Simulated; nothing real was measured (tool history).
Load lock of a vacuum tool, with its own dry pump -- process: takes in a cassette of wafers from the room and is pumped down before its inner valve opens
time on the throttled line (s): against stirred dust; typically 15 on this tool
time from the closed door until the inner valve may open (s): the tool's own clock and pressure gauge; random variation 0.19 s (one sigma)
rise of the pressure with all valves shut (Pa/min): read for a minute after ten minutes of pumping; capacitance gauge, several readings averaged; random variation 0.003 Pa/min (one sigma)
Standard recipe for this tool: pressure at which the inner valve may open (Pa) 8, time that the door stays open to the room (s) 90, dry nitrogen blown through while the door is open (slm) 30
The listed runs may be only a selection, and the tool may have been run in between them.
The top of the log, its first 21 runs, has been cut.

run	hour	time on the throttled line (s)	pressure at which the inner valve may open (Pa)	time that the door stays open to the room (s)	dry nitrogen blown through while the door is open (slm)	hours that the pump has run since its overhaul	times that the door has closed on its seal	incoming humidity of the room's air, %	time from the closed door until the inner valve may open (s)	rise of the pressure with all valves shut (Pa/min)
22	3249.9	14	8	229	19	4851	31374	46.2	26.5	0.138
23	3357.1	25	16	43	11	4958	31699	45.6	34.6	0.124
24	3503.8	15	14	90	30	5105	32144	46.0	26.3	0.118
25	3685.7	15	14	90	30	5287	32695	46.9	26.3	0.121
26	3858.8	15	14	90	30	5460	33220	50.1	26.3	0.130
27	4047.2	15	14	55	5	5648	33792	43.2	26.3	0.139
28	4205.1	19	15	58	13	5806	34271	47.4	30.1	0.138
29	4367.9	19	15	58	13	5969	34764	43.2	29.9	0.138
30	4507.5	19	15	58	13	6109	35188	46.5	29.8	0.143
31	4668.6	19	15	58	13	6270	35676	44.3	29.7	0.143
32	4777.3	19	15	58	13	6379	36006	45.6	30.0	0.143
33	4970.6	15	8	138	33	6572	36592	43.6	27.6	0.144
34	5149.3	13	8	90	6	6751	37134	41.5	26.4	0.166
35	5237.1	13	9	29	15	6838	37400	44.5	25.6	0.141
36	5370.1	13	9	31	43	6971	37804	47.1	25.5	0.133
37	5454.4	13	9	31	43	7056	38059	46.3	25.7	0.137

Alternative continuations, all from the tool just after run 37; predict every row:
A	5549.4	30	8	90	30	7151	38348	45.2	?	?
B	5549.4	22	6	31	9	7151	38348	48.0	?	?
C	5549.4	13	7	85	34	7151	38348	41.8	?	?
D	5549.4	13	8	90	30	7151	38348	42.0	?	?

run	time from the closed door until the inner valve may open (s)	rise of the pressure with all valves shut (Pa/min)
A	40.0	0.149
B	33.8	0.153
C	26.1	0.146
D	26.0	0.148
Had the tool no hidden state, the same runs would have come out as:
run	time from the closed door until the inner valve may open (s)	rise of the pressure with all valves shut (Pa/min)
A	38.3	0.035
B	31.9	0.039
C	23.9	0.033
D	23.9	0.035
